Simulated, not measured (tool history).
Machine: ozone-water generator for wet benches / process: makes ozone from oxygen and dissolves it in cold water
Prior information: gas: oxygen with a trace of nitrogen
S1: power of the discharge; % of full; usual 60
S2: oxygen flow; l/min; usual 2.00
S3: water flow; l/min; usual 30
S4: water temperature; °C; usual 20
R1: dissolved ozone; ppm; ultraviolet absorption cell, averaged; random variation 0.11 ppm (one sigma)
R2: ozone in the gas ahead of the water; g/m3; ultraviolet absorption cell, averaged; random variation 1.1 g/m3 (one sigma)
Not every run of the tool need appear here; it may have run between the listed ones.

| run | day | S1 | S2 | S3 | S4 | R1 | R2 |
|---|---|---|---|---|---|---|---|
| 1 | 0.000 | 60 | 2.00 | 30 | 20 | 7.7 | 194.3 |
| 2 | 1.750 | 67 | 2.00 | 30 | 20 | 8.5 | 209.0 |
| 3 | 3.700 | 67 | 2.00 | 30 | 20 | 8.4 | 207.1 |
| 4 | 6.775 | 67 | 2.00 | 30 | 20 | 8.3 | 208.0 |
| 5 | 9.329 | 60 | 2.00 | 30 | 20 | 7.8 | 195.3 |
| 6 | 10.942 | 60 | 2.00 | 30 | 17 | 8.1 | 191.1 |
| 7 | 13.479 | 60 | 2.00 | 30 | 17 | 8.0 | 193.5 |
| 8 | 15.321 | 60 | 2.00 | 30 | 17 | 7.8 | 191.9 |
| 9 | 17.812 | 47 | 2.00 | 30 | 20 | 6.7 | 162.4 |
| 10 | 19.979 | 60 | 2.00 | 23 | 20 | 10.2 | 191.1 |
| 11 | 21.712 | 53 | 2.00 | 23 | 20 | 9.5 | 178.6 |
|  | 21.967 | water thermometer calibrated |
| 12 | 24.754 | 60 | 2.00 | 30 | 14 | 8.0 | 191.2 |
| 13 | 26.650 | 60 | 2.00 | 30 | 14 | 8.0 | 192.6 |
| 14 | 28.983 | 60 | 2.00 | 30 | 14 | 8.0 | 191.5 |
| 15 | 30.250 | 60 | 2.00 | 30 | 14 | 7.9 | 190.9 |
| 16 | 31.571 | 60 | 2.00 | 30 | 14 | 8.1 | 192.2 |
| 17 | 33.462 | 60 | 2.00 | 30 | 20 | 7.8 | 188.9 |
| 18 | 34.958 | 86 | 2.10 | 44 | 17 | 6.5 | 236.5 |
| 19 | 37.788 | 60 | 2.00 | 30 | 21 | 7.6 | 190.4 |
|  | 39.550 | water thermometer calibrated, once more |
| 20 | 40.533 | 57 | 1.44 | 33 | 20 | 6.2 | 219.5 |
| 21 | 43.279 | 60 | 1.44 | 30 | 25 | 7.0 | 226.1 |
| 22 | 46.308 | 60 | 2.00 | 21 | 20 | 10.9 | 189.5 |
| 23 | 48.471 | 91 | 1.80 | 30 | 25 | 9.6 | 267.4 |
| 24 | 51.333 | 60 | 1.36 | 30 | 22 | 6.8 | 232.9 |
| 25 | 53.746 | 85 | 2.00 | 30 | 19 | 9.7 | 237.3 |
| 26 | 56.554 | 41 | 2.00 | 30 | 12 | 6.2 | 147.7 |
| 27 | 58.179 | 60 | 3.00 | 47 | 20 | 5.2 | 151.0 |
| 28 | 59.838 | 60 | 2.22 | 41 | 24 | 5.4 | 176.8 |
| 29 | 62.233 | 60 | 2.22 | 41 | 20 | 5.5 | 179.9 |
| 30 | 63.696 | 60 | 1.33 | 20 | 24 | 10.3 | 236.7 |
| 31 | 64.954 | 60 | 1.33 | 23 | 24 | 8.7 | 235.0 |
| 32 | 67.967 | 60 | 1.38 | 24 | 18 | 8.8 | 230.3 |
| 33 | 69.317 | 48 | 2.00 | 37 | 20 | 5.2 | 163.6 |

3 options for the next run, each taken on its own from the tool as it stands now. Forecast them:
| A | 71.892 | 60 | 2.86 | 30 | 20 | ? | ? |
| B | 71.892 | 52 | 1.63 | 37 | 20 | ? | ? |
| C | 71.892 | 85 | 1.19 | 39 | 20 | ? | ? |

| run | R1 | R2 |
|---|---|---|
| A | 8.4 | 153.8 |
| B | 5.1 | 191.7 |
| C | 6.0 | 316.0 |
Had the tool no hidden state, the same runs would have come out as:
| run | R1 | R2 |
|---|---|---|
| A | 9.3 | 159.8 |
| B | 5.6 | 198.3 |
| C | 6.7 | 331.4 |
